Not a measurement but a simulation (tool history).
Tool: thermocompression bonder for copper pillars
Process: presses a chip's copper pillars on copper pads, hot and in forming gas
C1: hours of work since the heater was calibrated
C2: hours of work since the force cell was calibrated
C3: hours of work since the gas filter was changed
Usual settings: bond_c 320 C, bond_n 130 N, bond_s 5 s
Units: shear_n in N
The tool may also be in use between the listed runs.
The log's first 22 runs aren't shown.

run 23 day=22.717 | bond_c=347 bond_n=112 bond_s=7 | C1=939 C2=715 C3=11 | shear_n=39.1
run 24 day=23.379 | bond_c=320 bond_n=130 bond_s=5 | C1=948 C2=725 C3=21 | shear_n=29.5
run 25 day=24.571 | bond_c=291 bond_n=114 bond_s=6 | C1=965 C2=742 C3=37 | shear_n=18
-- day=25.2 force cell calibrated
run 26 day=25.733 | bond_c=320 bond_n=112 bond_s=5 | C1=980 C2=7 C3=53 | shear_n=21.8
run 27 day=26.392 | bond_c=320 bond_n=112 bond_s=5 | C1=989 C2=17 C3=62 | shear_n=22.1
run 28 day=27.425 | bond_c=335 bond_n=139 bond_s=5 | C1=1004 C2=31 C3=77 | shear_n=34.4
run 29 day=28.729 | bond_c=295 bond_n=130 bond_s=5 | C1=1022 C2=50 C3=95 | shear_n=18.2
run 30 day=29.775 | bond_c=320 bond_n=106 bond_s=5 | C1=1037 C2=64 C3=110 | shear_n=21.3
run 31 day=31.275 | bond_c=320 bond_n=106 bond_s=5 | C1=1058 C2=86 C3=131 | shear_n=20.6
run 32 day=32.683 | bond_c=320 bond_n=99 bond_s=7 | C1=1078 C2=105 C3=151 | shear_n=20.8
run 33 day=33.762 | bond_c=317 bond_n=130 bond_s=5 | C1=1093 C2=121 C3=166 | shear_n=24.7
run 34 day=35.117 | bond_c=317 bond_n=130 bond_s=5 | C1=1112 C2=140 C3=185 | shear_n=24.8

Forecast run 35:
run 35 day=35.962 | bond_c=306 bond_n=83 bond_s=15 | C1=1124 C2=152 C3=197 | shear_n=?

Run 35 gave shear_n 18.8 N.
Without the tool's hidden state the same run would have given shear_n 22.8 N.
